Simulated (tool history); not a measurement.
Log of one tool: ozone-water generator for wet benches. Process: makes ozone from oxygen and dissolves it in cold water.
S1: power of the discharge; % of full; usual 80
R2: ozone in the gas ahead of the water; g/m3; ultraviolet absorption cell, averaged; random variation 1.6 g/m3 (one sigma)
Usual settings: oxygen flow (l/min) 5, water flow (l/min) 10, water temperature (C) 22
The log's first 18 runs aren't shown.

{"run": 19, "hour": 521.9, "S1": 80, "oxygen flow (l/min)": 5.91, "water flow (l/min)": 13, "water temperature (C)": 17, "dissolved ozone (ppm)": 34.3, "R2": 276.3}
{"run": 20, "hour": 552.3, "S1": 65, "oxygen flow (l/min)": 5, "water flow (l/min)": 10, "water temperature (C)": 29, "dissolved ozone (ppm)": 27, "R2": 250.1}
{"run": 21, "hour": 573.2, "S1": 50, "oxygen flow (l/min)": 7.01, "water flow (l/min)": 6, "water temperature (C)": 21, "dissolved ozone (ppm)": 30.5, "R2": 169.3}
{"run": 22, "hour": 591.8, "S1": 90, "oxygen flow (l/min)": 7.92, "water flow (l/min)": 9, "water temperature (C)": 26, "dissolved ozone (ppm)": 36.9, "R2": 267.2}
{"run": 23, "hour": 628.1, "S1": 90, "oxygen flow (l/min)": 7.92, "water flow (l/min)": 9, "water temperature (C)": 26, "dissolved ozone (ppm)": 36.8, "R2": 267.6}
{"run": 24, "hour": 649.8, "S1": 90, "oxygen flow (l/min)": 8.69, "water flow (l/min)": 9, "water temperature (C)": 18, "dissolved ozone (ppm)": 43.9, "R2": 258.7}
{"run": 25, "hour": 683.8, "S1": 90, "oxygen flow (l/min)": 8.69, "water flow (l/min)": 9, "water temperature (C)": 18, "dissolved ozone (ppm)": 44, "R2": 258.5}
{"run": 26, "hour": 716.1, "S1": 80, "oxygen flow (l/min)": 4.92, "water flow (l/min)": 9, "water temperature (C)": 22, "dissolved ozone (ppm)": 40.2, "R2": 301.7}
{"run": 27, "hour": 752.7, "S1": 80, "oxygen flow (l/min)": 4.92, "water flow (l/min)": 9, "water temperature (C)": 22, "dissolved ozone (ppm)": 39.9, "R2": 304.6}
{"run": 28, "hour": 772.3, "S1": 63, "oxygen flow (l/min)": 3.01, "water flow (l/min)": 7, "water temperature (C)": 22, "dissolved ozone (ppm)": 39.1, "R2": 312.5}
{"run": 29, "hour": 812.1, "S1": 43, "oxygen flow (l/min)": 3.01, "water flow (l/min)": 12, "water temperature (C)": 15, "dissolved ozone (ppm)": 21.6, "R2": 222}
{"hour": 852.7, "done": "gauge calibrated"}
{"run": 30, "hour": 853.2, "S1": 64, "oxygen flow (l/min)": 3.01, "water flow (l/min)": 12, "water temperature (C)": 15, "dissolved ozone (ppm)": 30.8, "R2": 305.1}
{"run": 31, "hour": 887.4, "S1": 64, "oxygen flow (l/min)": 3.4, "water flow (l/min)": 11, "water temperature (C)": 18, "dissolved ozone (ppm)": 31.9, "R2": 289.3}
{"run": 32, "hour": 907.3, "S1": 92, "oxygen flow (l/min)": 5.91, "water flow (l/min)": 11, "water temperature (C)": 15, "dissolved ozone (ppm)": 45.6, "R2": 305.9}
{"run": 33, "hour": 943.0, "S1": 89, "oxygen flow (l/min)": 4.65, "water flow (l/min)": 10, "water temperature (C)": 22, "dissolved ozone (ppm)": 41.3, "R2": 339}
{"run": 34, "hour": 985.3, "S1": 80, "oxygen flow (l/min)": 8.09, "water flow (l/min)": 7, "water temperature (C)": 22, "dissolved ozone (ppm)": 40.6, "R2": 237.2}

Forecast each of these 3 alternatives for the next run:
{"run": "A", "hour": 1015.4, "S1": 80, "oxygen flow (l/min)": 5, "water flow (l/min)": 10, "water temperature (C)": 25, "dissolved ozone (ppm)": "?", "R2": "?"}
{"run": "B", "hour": 1015.4, "S1": 41, "oxygen flow (l/min)": 8.09, "water flow (l/min)": 9, "water temperature (C)": 26, "dissolved ozone (ppm)": "?", "R2": "?"}
{"run": "C", "hour": 1015.4, "S1": 80, "oxygen flow (l/min)": 2.91, "water flow (l/min)": 12, "water temperature (C)": 26, "dissolved ozone (ppm)": "?", "R2": "?"}

run=A dissolved_ozone_(ppm)=35.5 R2=295.7
run=B dissolved_ozone_(ppm)=18.2 R2=129.1
run=C dissolved_ozone_(ppm)=31.4 R2=379.4
Without the tool's hidden state the same runs would have given:
run=A dissolved_ozone_(ppm)=35.5 R2=294.1
run=B dissolved_ozone_(ppm)=18.3 R2=128.3
run=C dissolved_ozone_(ppm)=31.4 R2=377.4

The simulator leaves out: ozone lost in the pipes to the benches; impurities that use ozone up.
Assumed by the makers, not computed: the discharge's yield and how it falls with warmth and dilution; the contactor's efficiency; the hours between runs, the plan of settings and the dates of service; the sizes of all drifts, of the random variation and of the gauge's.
